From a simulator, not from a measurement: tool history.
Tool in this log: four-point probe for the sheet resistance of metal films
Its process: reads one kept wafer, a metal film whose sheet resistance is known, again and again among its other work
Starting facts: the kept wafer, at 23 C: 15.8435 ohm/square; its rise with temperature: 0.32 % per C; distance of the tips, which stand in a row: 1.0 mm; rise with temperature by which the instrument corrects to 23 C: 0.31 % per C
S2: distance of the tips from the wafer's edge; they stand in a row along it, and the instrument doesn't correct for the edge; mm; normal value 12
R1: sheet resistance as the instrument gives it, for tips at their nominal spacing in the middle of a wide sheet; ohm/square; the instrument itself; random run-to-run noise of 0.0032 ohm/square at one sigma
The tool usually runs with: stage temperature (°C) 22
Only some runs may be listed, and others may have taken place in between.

Run 1, hour 0.0: usual settings. Result: R1 15.971725 ohm/square.
Run 2, hour 43.3: usual settings. Result: R1 15.972038 ohm/square.
Run 3, hour 127.1: usual settings. Result: R1 15.978097 ohm/square.
Run 4, hour 194.9: usual settings but stage temperature (°C) 28. Result: R1 16.000663 ohm/square.
Run 5, hour 237.7: usual settings but stage temperature (°C) 28. Result: R1 15.997228 ohm/square.
Run 6, hour 322.6: usual settings but stage temperature (°C) 28. Result: R1 16.003136 ohm/square.
Run 7, hour 398.2: usual settings but stage temperature (°C) 28. Result: R1 16.011323 ohm/square.
Run 8, hour 476.0: usual settings but stage temperature (°C) 28. Result: R1 16.017942 ohm/square.
Run 9, hour 516.9: usual settings but stage temperature (°C) 28. Result: R1 16.017813 ohm/square.
Run 10, hour 584.2: usual settings but stage temperature (°C) 28, S2 7 mm. Result: R1 16.139735 ohm/square.
At hour 626.0: new probe head fitted.
Run 11, hour 660.1: usual settings but stage temperature (°C) 28, S2 7 mm. Result: R1 16.062250 ohm/square.
Run 12, hour 739.0: usual settings but stage temperature (°C) 28, S2 7 mm. Result: R1 16.071420 ohm/square.
Run 13, hour 813.9: usual settings but stage temperature (°C) 28, S2 7 mm. Result: R1 16.065907 ohm/square.
Run 14, hour 860.5: usual settings but stage temperature (°C) 28, S2 7 mm. Result: R1 16.069313 ohm/square.
Run 15, hour 902.1: usual settings but S2 7 mm. Result: R1 16.065379 ohm/square.
Run 16, hour 986.0: usual settings but S2 7 mm. Result: R1 16.067117 ohm/square.
Run 17, hour 1066.4: usual settings but stage temperature (°C) 35, S2 19 mm. Result: R1 15.957276 ohm/square.
Run 18, hour 1147.5: usual settings but stage temperature (°C) 27, S2 30 mm. Result: R1 15.928101 ohm/square.

Measured less the same run without the tool's hidden state. The same run-to-run variation is in both; the gauge's scatter may not be:
Unlogged tool condition in this case: inner tips' distance over the nominal, %; tips' flats over new ones', %; wafer's true temperature over the reading, C; drift of the gauge itself on sheet_ohm, %.
run         R1
  1  +0.068320
  2  +0.070934
  3  +0.076779
  4  +0.081974
  5  +0.084821
  6  +0.090921
  7  +0.095859
  8  +0.100976
  9  +0.103640
 10  +0.109095
 11  +0.033282
 12  +0.038896
 13  +0.044261
 14  +0.047998
 15  +0.050637
 16  +0.056252
 17  +0.062222
 18  +0.066893
